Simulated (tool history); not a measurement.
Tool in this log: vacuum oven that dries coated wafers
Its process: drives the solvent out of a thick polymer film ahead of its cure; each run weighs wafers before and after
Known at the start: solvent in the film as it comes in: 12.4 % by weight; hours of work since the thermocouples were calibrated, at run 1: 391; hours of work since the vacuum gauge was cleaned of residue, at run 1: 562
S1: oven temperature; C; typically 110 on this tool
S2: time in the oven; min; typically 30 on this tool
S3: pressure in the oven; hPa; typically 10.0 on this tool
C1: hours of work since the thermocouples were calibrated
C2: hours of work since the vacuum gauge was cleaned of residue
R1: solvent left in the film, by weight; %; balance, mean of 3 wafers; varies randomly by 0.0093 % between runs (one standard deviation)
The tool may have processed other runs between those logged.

run     day   S1  S2    S3   C1   C2     R1
  1   0.000  110  30  10.0  391  562  1.217
  2   0.788  103  30  10.0  403  573  2.505
  3   1.788  103  30  10.0  418  588  2.511
  4   2.588  103  30  10.0  429  600  2.508
  5   3.567  110  30  10.0  444  614  1.209
  6   4.525  110  30  10.0  458  628  1.218
  7   5.588  110  30  10.0  473  644  1.223
  8   6.738  110  30  14.5  490  661  1.436
  9   7.454  110  25  14.5  501  671  1.786
 10   8.438  110  25  14.5  515  686  1.787
 11   9.475  110  25  14.5  531  701  1.793
 12  10.233  100  30  10.0  542  712  3.231
 13  10.796  110  30  10.0  550  721  1.210
 14  11.679  110  30  10.0  563  734  1.206
 15  12.804  110  30  10.0  580  750  1.209
 16  13.379  110  30  10.0  588  759  1.207
 17  14.021  110  30  10.0  598  768  1.203
 18  14.629  110  30  10.0  606  777  1.193
 19  15.542  110  30  10.0  620  790  1.208
 20  16.233  110  30  10.0  630  800  1.204
 21  17.317  119  30  10.0  646  816  0.518
 22  18.204  119  30  10.0  659  829  0.507
 23  19.158  110  30  10.0  673  844  1.187
 24  20.229  106  27   9.5  689  859  2.060
 25  20.871  106  27   9.5  698  869  2.072
 26  22.058  102  27  12.8  716  886  3.188
     22.188  -- vacuum gauge cleaned of residue and calibrated
 27  23.104  102  27  12.8  730   13  3.201
 28  24.350  110  37  15.8  748   32  1.249
 29  24.871  123  17  13.4  756   39  0.782
 30  25.512  125  36   6.6  766   49  0.257
     26.142  -- vacuum gauge cleaned of residue and calibrated, once more
 31  26.808  125  32  21.0  784   10  0.716
 32  27.962  125  28  19.8  801   27  0.683
 33  28.921  122  41  10.0  815   41  0.356
 34  29.642  118  17  22.8  825   51  1.598
 35  30.458  118  17  22.8  837   63  1.580
 36  31.108  121  15  36.6  847   73  1.881
 37  31.679  121  15  36.6  855   81  1.895
 38  32.633  114  15  36.6  869   95  3.141
     33.617  -- oven's thermocouples calibrated
 39  33.667  114  15  36.6    1  109  3.365
 40  34.312  114  15  36.6   10  119  3.368
 41  35.492  122  16  36.6   28  136  1.830
 42  36.088  122  16  36.6   36  145  1.825
 43  36.600  104  43   8.6   44  153  1.419
 44  37.558  104  43   8.6   58  167  1.424
 45  38.400  116  34   5.3   70  179  0.361
 46  38.962  106  28  11.3   79  187  2.220

3 ways to go on from here, each from the tool as it stands after run 46. What would each give?
  A  40.088   99  17  15.6  95  204   ?
  B  40.088  112  28  13.0  95  204   ?
  C  40.088  109  38   8.2  95  204   ?

run     R1
  A  5.830
  B  1.282
  C  0.930
Take away the tool's hidden state, keep each run's random variation, and the runs would have read:
run     R1
  A  5.816
  B  1.267
  C  0.913
